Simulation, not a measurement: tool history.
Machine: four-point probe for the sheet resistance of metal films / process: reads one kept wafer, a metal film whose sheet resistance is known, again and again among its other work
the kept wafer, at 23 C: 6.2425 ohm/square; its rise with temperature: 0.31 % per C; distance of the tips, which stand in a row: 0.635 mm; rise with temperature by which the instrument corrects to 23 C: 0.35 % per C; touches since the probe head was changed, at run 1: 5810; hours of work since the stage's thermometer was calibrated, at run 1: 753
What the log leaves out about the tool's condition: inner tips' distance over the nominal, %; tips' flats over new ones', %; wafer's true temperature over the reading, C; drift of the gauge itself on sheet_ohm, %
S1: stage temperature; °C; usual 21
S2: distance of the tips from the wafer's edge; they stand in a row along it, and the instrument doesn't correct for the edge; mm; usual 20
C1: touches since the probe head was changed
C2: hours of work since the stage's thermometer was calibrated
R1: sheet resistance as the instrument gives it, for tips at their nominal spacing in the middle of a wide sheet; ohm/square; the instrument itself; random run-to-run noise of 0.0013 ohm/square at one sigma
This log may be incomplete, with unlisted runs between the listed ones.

{"run": 1, "day": 0.0, "S1": 21, "S2": 20, "C1": 5810, "C2": 753, "R1": 6.251402}
{"run": 2, "day": 0.729, "S1": 24, "S2": 20, "C1": 6369, "C2": 765, "R1": 6.24481}
{"run": 3, "day": 1.254, "S1": 21, "S2": 7, "C1": 6768, "C2": 773, "R1": 6.274804}
{"run": 4, "day": 1.879, "S1": 21, "S2": 10, "C1": 7246, "C2": 783, "R1": 6.259342}
{"run": 5, "day": 2.467, "S1": 21, "S2": 67, "C1": 7696, "C2": 792, "R1": 6.24707}
{"run": 6, "day": 2.821, "S1": 21, "S2": 20, "C1": 7965, "C2": 798, "R1": 6.249615}
{"run": 7, "day": 3.308, "S1": 29, "S2": 20, "C1": 8339, "C2": 806, "R1": 6.230737}
{"run": 8, "day": 4.129, "S1": 21, "S2": 20, "C1": 8968, "C2": 819, "R1": 6.250495}
{"run": 9, "day": 4.621, "S1": 21, "S2": 20, "C1": 9344, "C2": 827, "R1": 6.249278}
{"run": 10, "day": 5.154, "S1": 30, "S2": 20, "C1": 9749, "C2": 835, "R1": 6.231591}
{"run": 11, "day": 5.808, "S1": 30, "S2": 20, "C1": 10251, "C2": 846, "R1": 6.230454}
{"run": 12, "day": 6.462, "S1": 33, "S2": 20, "C1": 10749, "C2": 856, "R1": 6.225395}
{"run": 13, "day": 7.188, "S1": 33, "S2": 20, "C1": 11305, "C2": 868, "R1": 6.227856}
{"run": 14, "day": 7.712, "S1": 33, "S2": 20, "C1": 11704, "C2": 876, "R1": 6.223101}
{"run": 15, "day": 8.062, "S1": 33, "S2": 20, "C1": 11973, "C2": 882, "R1": 6.226238}
{"run": 16, "day": 8.621, "S1": 30, "S2": 20, "C1": 12399, "C2": 891, "R1": 6.230795}
{"run": 17, "day": 9.321, "S1": 30, "S2": 20, "C1": 12936, "C2": 902, "R1": 6.232608}
{"run": 18, "day": 10.058, "S1": 22, "S2": 11, "C1": 13498, "C2": 914, "R1": 6.254124}
{"run": 19, "day": 10.838, "S1": 32, "S2": 16, "C1": 14094, "C2": 926, "R1": 6.230186}
{"run": 20, "day": 11.571, "S1": 21, "S2": 4, "C1": 14655, "C2": 938, "R1": 6.32859}
{"run": 21, "day": 12.208, "S1": 22, "S2": 4, "C1": 15142, "C2": 948, "R1": 6.327894}
{"run": 22, "day": 13.062, "S1": 25, "S2": 18, "C1": 15795, "C2": 962, "R1": 6.242325}
{"run": 23, "day": 13.808, "S1": 25, "S2": 18, "C1": 16365, "C2": 974, "R1": 6.244875}
{"run": 24, "day": 14.183, "S1": 33, "S2": 19, "C1": 16652, "C2": 980, "R1": 6.225039}
{"run": 25, "day": 14.667, "S1": 33, "S2": 19, "C1": 17023, "C2": 988, "R1": 6.226994}
{"run": 26, "day": 15.45, "S1": 33, "S2": 44, "C1": 17620, "C2": 1000, "R1": 6.224368}
{"run": 27, "day": 16.112, "S1": 33, "S2": 44, "C1": 18125, "C2": 1011, "R1": 6.225978}
{"run": 28, "day": 16.604, "S1": 33, "S2": 44, "C1": 18501, "C2": 1019, "R1": 6.223245}
{"run": 29, "day": 17.179, "S1": 33, "S2": 44, "C1": 18943, "C2": 1028, "R1": 6.223948}

Alternative continuations, all from the tool just after run 29; predict every row:
{"run": "A", "day": 17.746, "S1": 20, "S2": 70, "C1": 19375, "C2": 1037, "R1": "?"}
{"run": "B", "day": 17.746, "S1": 23, "S2": 23, "C1": 19375, "C2": 1037, "R1": "?"}
{"run": "C", "day": 17.746, "S1": 32, "S2": 19, "C1": 19375, "C2": 1037, "R1": "?"}
{"run": "D", "day": 17.746, "S1": 21, "S2": 39, "C1": 19375, "C2": 1037, "R1": "?"}

run=A R1=6.250031
run=B R1=6.245099
run=C R1=6.226206
run=D R1=6.246802
Without the tool's hidden state the same runs would have given:
run=A R1=6.249645
run=B R1=6.244714
run=C R1=6.225825
run=D R1=6.246417
